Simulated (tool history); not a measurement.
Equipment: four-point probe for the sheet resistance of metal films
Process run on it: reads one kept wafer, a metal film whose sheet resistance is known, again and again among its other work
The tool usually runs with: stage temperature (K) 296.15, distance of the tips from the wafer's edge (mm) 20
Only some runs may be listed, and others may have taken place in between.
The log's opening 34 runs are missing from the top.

| run | hour | stage temperature (K) | distance of the tips from the wafer's edge (mm) | touches since the probe head was changed | hours of work since the stage's thermometer was calibrated | sheet resistance as the instrument gives it (ohm/square) |
|---|---|---|---|---|---|---|
| 35 | 967 | 298.15 | 19 | 18380 | 76 | 0.050095 |
| 36 | 1005.9 | 302.15 | 8 | 18974 | 94 | 0.050285 |
| 37 | 1022 | 292.15 | 25 | 19220 | 101 | 0.049955 |
| 38 | 1053.5 | 295.15 | 26 | 19700 | 114 | 0.049995 |
| 39 | 1087.4 | 295.15 | 26 | 20217 | 129 | 0.04999 |
| 40 | 1108.4 | 294.15 | 40 | 20538 | 139 | 0.049988 |
| 41 | 1139.3 | 301.15 | 6 | 21010 | 152 | 0.05037 |
| 42 | 1172.3 | 300.15 | 25 | 21514 | 167 | 0.050095 |
| 43 | 1203 | 300.15 | 25 | 21982 | 180 | 0.05008 |
| 44 | 1230 | 300.15 | 25 | 22393 | 192 | 0.050065 |
| 45 | 1249.5 | 300.15 | 25 | 22691 | 201 | 0.050067 |

Consider 3 possible next runs. They are alternatives, not a sequence: every one starts from the tool as it was left by run 45. What does each give?
| A | 1279 | 302.15 | 25 | 23141 | 214 | ? |
| B | 1279 | 301.15 | 6 | 23141 | 214 | ? |
| C | 1279 | 297.15 | 4 | 23141 | 214 | ? |

| run | sheet resistance as the instrument gives it (ohm/square) |
|---|---|
| A | 0.05009 |
| B | 0.050368 |
| C | 0.050681 |
What these runs would have given with no unlogged condition in the tool:
| run | sheet resistance as the instrument gives it (ohm/square) |
|---|---|
| A | 0.050202 |
| B | 0.050481 |
| C | 0.050795 |
